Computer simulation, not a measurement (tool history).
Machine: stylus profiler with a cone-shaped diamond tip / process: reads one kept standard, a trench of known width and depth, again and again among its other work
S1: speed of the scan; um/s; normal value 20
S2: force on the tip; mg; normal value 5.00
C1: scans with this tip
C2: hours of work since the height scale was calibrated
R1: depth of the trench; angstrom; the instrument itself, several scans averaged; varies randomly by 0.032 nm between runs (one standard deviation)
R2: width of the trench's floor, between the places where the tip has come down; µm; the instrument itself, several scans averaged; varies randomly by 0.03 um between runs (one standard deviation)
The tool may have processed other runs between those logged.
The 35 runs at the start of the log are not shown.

run	hour	S1	S2	C1	C2	R1	R2
36	551.2	20	4.45	9589	186	2018.9	47.92
37	563.6	20	4.45	9680	196	2019.5	47.97
38	575.0	20	3.63	9763	205	2017.0	47.90
39	588.7	20	3.63	9863	216	2016.7	47.97
40	607.1	63	6.51	9999	231	2024.6	47.81
41	621.9	28	6.51	10107	242	2024.8	47.91
42	637.0	8	7.57	10218	254	2027.4	47.98
43	657.7	8	7.57	10370	271	2027.4	47.98
44	675.3	8	7.57	10499	285	2027.4	47.90
45	691.3	8	7.57	10617	298	2027.6	47.97
46	705.0	8	7.57	10717	309	2027.7	47.98
47	718.0	39	7.86	10813	319	2028.7	47.89

Consider 3 possible next runs. They are alternatives, not a sequence: every one starts from the tool as it was left by run 47. What does each give?
A	740.2	19	4.71	10975	337	?	?
B	740.2	6	7.35	10975	337	?	?
C	740.2	20	6.79	10975	337	?	?

run	R1	R2
A	2020.6	47.88
B	2027.0	47.98
C	2026.4	47.89
What these runs would have given with no unlogged condition in the tool:
run	R1	R2
A	2019.1	48.18
B	2025.4	48.28
C	2024.9	48.20

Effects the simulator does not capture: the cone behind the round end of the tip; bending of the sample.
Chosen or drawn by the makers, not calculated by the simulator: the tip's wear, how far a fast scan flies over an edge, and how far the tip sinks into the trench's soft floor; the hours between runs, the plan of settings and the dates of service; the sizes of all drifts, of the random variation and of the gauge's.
